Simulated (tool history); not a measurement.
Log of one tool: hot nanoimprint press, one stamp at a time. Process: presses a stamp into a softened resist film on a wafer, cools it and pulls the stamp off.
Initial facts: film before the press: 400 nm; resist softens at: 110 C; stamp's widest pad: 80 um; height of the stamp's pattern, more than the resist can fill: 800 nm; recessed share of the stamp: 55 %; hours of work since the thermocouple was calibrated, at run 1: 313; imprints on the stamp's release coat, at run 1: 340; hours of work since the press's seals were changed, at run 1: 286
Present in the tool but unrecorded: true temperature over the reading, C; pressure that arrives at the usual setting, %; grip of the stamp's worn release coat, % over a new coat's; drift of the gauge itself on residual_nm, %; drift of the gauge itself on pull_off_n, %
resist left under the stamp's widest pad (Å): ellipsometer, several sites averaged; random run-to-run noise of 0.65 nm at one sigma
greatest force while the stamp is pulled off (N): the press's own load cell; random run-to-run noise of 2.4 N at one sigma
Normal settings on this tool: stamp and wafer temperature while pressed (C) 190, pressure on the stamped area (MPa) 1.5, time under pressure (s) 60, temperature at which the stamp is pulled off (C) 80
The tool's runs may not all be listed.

run     day  stamp and wafer temperature while pressed (C)  pressure on the stamped area (MPa)  time under pressure (s)  temperature at which the stamp is pulled off (C)  hours of work since the thermocouple was calibrated  imprints on the stamp's release coat  hours of work since the press's seals were changed  resist left under the stamp's widest pad (Å)  greatest force while the stamp is pulled off (N)
  1       0                                            190                                 1.5                       60                                                80                                                  313                                   340                                                 286                                          2297                                               108
  2   1.567                                            190                                 1.5                       60                                                80                                                  333                                   457                                                 306                                          2301                                               113
  3    2.85                                            190                                 1.5                      117                                                80                                                  350                                   553                                                 323                                          1833                                               109
  4   4.629                                            190                                 1.5                      117                                                80                                                  373                                   687                                                 346                                          1834                                               108
  5   6.208                                            190                                 1.5                       60                                                80                                                  394                                   805                                                 366                                          2301                                               114
  6   7.421                                            190                                 1.5                       60                                                80                                                  409                                   896                                                 382                                          2291                                               112
  7   8.475                                            190                                 1.5                       60                                                80                                                  423                                   974                                                 396                                          2292                                               112
  8   9.692                                            190                                 1.5                       60                                                80                                                  439                                  1066                                                 412                                          2286                                               109
  9   11.25                                            190                                 1.5                       60                                                76                                                  459                                  1182                                                 432                                          2293                                               124
 10  12.204                                            190                                 1.5                       60                                                76                                                  471                                  1254                                                 444                                          2285                                               124
 11  13.842                                            190                                 1.5                       60                                                76                                                  493                                  1376                                                 465                                          2295                                               120
     14.692  -- plate thermocouple calibrated
 12    14.8                                            190                                 1.5                       60                                                76                                                    1                                  1439                                                 476                                          2286                                               123
 13  15.904                                            190                                 1.5                       60                                                76                                                   16                                  1521                                                 491                                          2290                                               128
 14  16.658                                            190                                 1.5                       60                                                76                                                   26                                  1578                                                 500                                          2282                                               121
     18.012  -- press's hydraulic seals changed and the load cell set to zero
 15  18.083                                            190                                 1.5                       60                                                76                                                   40                                  1660                                                   1                                          2280                                               123
     19.192  -- stamp cleaned and given a new release coat
 16  19.308                                            190                                 1.5                       60                                                76                                                   52                                     9                                                  14                                          2289                                               122
 17  21.021                                            190                                1.09                       62                                                76                                                   75                                   137                                                  36                                          2552                                               119
 18  22.012                                            190                                1.09                       62                                                76                                                   87                                   211                                                  49                                          2558                                               122
 19  23.462                                            195                                1.09                       62                                                70                                                  106                                   319                                                  67                                          2263                                               130
 20  24.283                                            198                                 1.5                       60                                                70                                                  117                                   381                                                  78                                          1837                                               135
 21  25.212                                            187                                2.09                       60                                                74                                                  129                                   451                                                  90                                          2145                                               125
 22  26.312                                            187                                2.09                       60                                                74                                                  143                                   533                                                 104                                          2153                                               130
 23  27.625                                            182                                 1.5                       95                                                80                                                  160                                   631                                                 122                                          2458                                               112
 24  28.688                                            195                                 1.5                       95                                                80                                                  174                                   711                                                 135                                          1689                                               115
 25  30.471                                            195                                 1.5                      116                                                80                                                  197                                   844                                                 158                                          1571                                               113
 26  31.383                                            179                                2.09                      116                                                85                                                  209                                   912                                                 170                                          2193                                               100
 27  32.512                                            179                                2.09                      116                                                85                                                  224                                   997                                                 185                                          2207                                                98
 28  33.521                                            194                                2.09                       76                                                85                                                  237                                  1072                                                 198                                          1598                                                96
 29    34.5                                            178                                 0.9                       60                                                80                                                  249                                  1146                                                 211                                          3371                                               113

4 ways to go on from here, each from the tool as it stands after run 29. What would each give?
  A  35.621                                            193                                 2.4                       60                                                84                                                  264                                  1230                                                 225                                             ?                                                 ?
  B  35.621                                            200                                1.63                       60                                                80                                                  264                                  1230                                                 225                                             ?                                                 ?
  C  35.621                                            178                                2.32                       60                                                80                                                  264                                  1230                                                 225                                             ?                                                 ?
  D  35.621                                            190                                   2                       65                                                80                                                  264                                  1230                                                 225                                             ?                                                 ?

run  resist left under the stamp's widest pad (Å)  greatest force while the stamp is pulled off (N)
  A                                          1699                                                98
  B                                          1660                                               111
  C                                          2654                                               112
  D                                          1949                                               112
What these runs would have given with no unlogged condition in the tool:
run  resist left under the stamp's widest pad (Å)  greatest force while the stamp is pulled off (N)
  A                                          1719                                                97
  B                                          1679                                               109
  C                                          2685                                               111
  D                                          1972                                               111

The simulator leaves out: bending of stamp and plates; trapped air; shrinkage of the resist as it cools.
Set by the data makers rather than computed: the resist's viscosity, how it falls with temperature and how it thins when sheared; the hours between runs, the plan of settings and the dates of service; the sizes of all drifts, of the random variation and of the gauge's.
